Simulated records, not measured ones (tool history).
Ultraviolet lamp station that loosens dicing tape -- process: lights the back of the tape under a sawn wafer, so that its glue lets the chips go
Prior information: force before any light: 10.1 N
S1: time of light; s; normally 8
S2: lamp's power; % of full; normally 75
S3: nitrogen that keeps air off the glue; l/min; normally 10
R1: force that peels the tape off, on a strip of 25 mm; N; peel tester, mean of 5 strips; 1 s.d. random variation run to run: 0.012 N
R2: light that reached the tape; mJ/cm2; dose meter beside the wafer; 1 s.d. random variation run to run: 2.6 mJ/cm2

{"run": 1, "hour": 0.0, "S1": 8, "S2": 75, "S3": 10, "R1": 0.67, "R2": 299}
{"run": 2, "hour": 16.2, "S1": 8, "S2": 77, "S3": 10, "R1": 0.642, "R2": 309}
{"run": 3, "hour": 33.7, "S1": 8, "S2": 77, "S3": 10, "R1": 0.595, "R2": 308}
{"run": 4, "hour": 46.2, "S1": 8, "S2": 77, "S3": 10, "R1": 0.629, "R2": 308}
{"run": 5, "hour": 56.2, "S1": 8, "S2": 75, "S3": 10, "R1": 0.675, "R2": 301}
{"run": 6, "hour": 70.6, "S1": 8, "S2": 61, "S3": 12, "R1": 0.938, "R2": 241}
{"run": 7, "hour": 86.6, "S1": 5, "S2": 90, "S3": 10, "R1": 1.241, "R2": 223}
{"run": 8, "hour": 95.7, "S1": 16, "S2": 69, "S3": 5, "R1": 0.297, "R2": 542}
{"hour": 109.0, "done": "window cleaned of glue's vapour"}
{"run": 9, "hour": 112.3, "S1": 8, "S2": 62, "S3": 10, "R1": 0.997, "R2": 257}
{"run": 10, "hour": 128.9, "S1": 8, "S2": 80, "S3": 11, "R1": 0.473, "R2": 328}

Predict each of these 5 candidate next runs independently; none follows another, all start after run 10:
{"run": "A", "hour": 137.0, "S1": 9, "S2": 79, "S3": 18, "R1": "?", "R2": "?"}
{"run": "B", "hour": 137.0, "S1": 8, "S2": 99, "S3": 11, "R1": "?", "R2": "?"}
{"run": "C", "hour": 137.0, "S1": 10, "S2": 86, "S3": 6, "R1": "?", "R2": "?"}
{"run": "D", "hour": 137.0, "S1": 8, "S2": 90, "S3": 5, "R1": "?", "R2": "?"}
{"run": "E", "hour": 137.0, "S1": 8, "S2": 75, "S3": 4, "R1": "?", "R2": "?"}

run=A R1=0.237 R2=363
run=B R1=0.279 R2=407
run=C R1=0.417 R2=441
run=D R1=0.835 R2=375
run=E R1=1.442 R2=305
What these runs would have given with no unlogged condition in the tool:
run=A R1=0.200 R2=389
run=B R1=0.234 R2=436
run=C R1=0.346 R2=472
run=D R1=0.711 R2=401
run=E R1=1.265 R2=326
